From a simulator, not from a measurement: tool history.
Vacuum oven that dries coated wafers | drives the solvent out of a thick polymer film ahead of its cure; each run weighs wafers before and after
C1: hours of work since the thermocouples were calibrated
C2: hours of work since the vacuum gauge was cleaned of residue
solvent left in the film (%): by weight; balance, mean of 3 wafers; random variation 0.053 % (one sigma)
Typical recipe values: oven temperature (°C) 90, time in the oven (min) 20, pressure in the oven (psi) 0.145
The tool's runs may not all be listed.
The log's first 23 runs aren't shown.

run 24 hour=921.0 | oven_temperature_(°C)=90 time_in_the_oven_(min)=11 pressure_in_the_oven_(psi)=0.088 | C1=1331 C2=241 | solvent_left_in_the_film_(%)=4.84
run 25 hour=948.0 | oven_temperature_(°C)=90 time_in_the_oven_(min)=11 pressure_in_the_oven_(psi)=0.088 | C1=1352 C2=262 | solvent_left_in_the_film_(%)=4.85
run 26 hour=989.5 | oven_temperature_(°C)=78 time_in_the_oven_(min)=15 pressure_in_the_oven_(psi)=0.088 | C1=1384 C2=293 | solvent_left_in_the_film_(%)=7.50
-- hour=996.5 oven's thermocouples calibrated
run 27 hour=1050.5 | oven_temperature_(°C)=89 time_in_the_oven_(min)=10 pressure_in_the_oven_(psi)=0.300 | C1=41 C2=339 | solvent_left_in_the_film_(%)=5.25
run 28 hour=1079.2 | oven_temperature_(°C)=90 time_in_the_oven_(min)=16 pressure_in_the_oven_(psi)=0.165 | C1=63 C2=361 | solvent_left_in_the_film_(%)=2.45
run 29 hour=1107.4 | oven_temperature_(°C)=95 time_in_the_oven_(min)=20 pressure_in_the_oven_(psi)=0.487 | C1=85 C2=382 | solvent_left_in_the_film_(%)=2.16
run 30 hour=1154.1 | oven_temperature_(°C)=89 time_in_the_oven_(min)=17 pressure_in_the_oven_(psi)=0.220 | C1=121 C2=418 | solvent_left_in_the_film_(%)=2.69
run 31 hour=1195.6 | oven_temperature_(°C)=90 time_in_the_oven_(min)=11 pressure_in_the_oven_(psi)=0.074 | C1=153 C2=450 | solvent_left_in_the_film_(%)=3.99
run 32 hour=1235.8 | oven_temperature_(°C)=90 time_in_the_oven_(min)=20 pressure_in_the_oven_(psi)=0.144 | C1=184 C2=481 | solvent_left_in_the_film_(%)=1.68
run 33 hour=1269.0 | oven_temperature_(°C)=90 time_in_the_oven_(min)=20 pressure_in_the_oven_(psi)=0.144 | C1=209 C2=506 | solvent_left_in_the_film_(%)=1.81
run 34 hour=1306.8 | oven_temperature_(°C)=90 time_in_the_oven_(min)=26 pressure_in_the_oven_(psi)=0.144 | C1=238 C2=535 | solvent_left_in_the_film_(%)=1.19

Each row is a separate what-if for the run after 34, all from the same tool condition, not one after another. Results?
run A hour=1332.3 | oven_temperature_(°C)=99 time_in_the_oven_(min)=20 pressure_in_the_oven_(psi)=0.193 | C1=258 C2=555 | solvent_left_in_the_film_(%)=?
run B hour=1332.3 | oven_temperature_(°C)=90 time_in_the_oven_(min)=26 pressure_in_the_oven_(psi)=0.133 | C1=258 C2=555 | solvent_left_in_the_film_(%)=?
run C hour=1332.3 | oven_temperature_(°C)=81 time_in_the_oven_(min)=13 pressure_in_the_oven_(psi)=0.102 | C1=258 C2=555 | solvent_left_in_the_film_(%)=?

run=A solvent_left_in_the_film_(%)=0.84
run=B solvent_left_in_the_film_(%)=1.14
run=C solvent_left_in_the_film_(%)=6.36
What these runs would have given with no unlogged condition in the tool:
run=A solvent_left_in_the_film_(%)=0.77
run=B solvent_left_in_the_film_(%)=1.05
run=C solvent_left_in_the_film_(%)=6.23
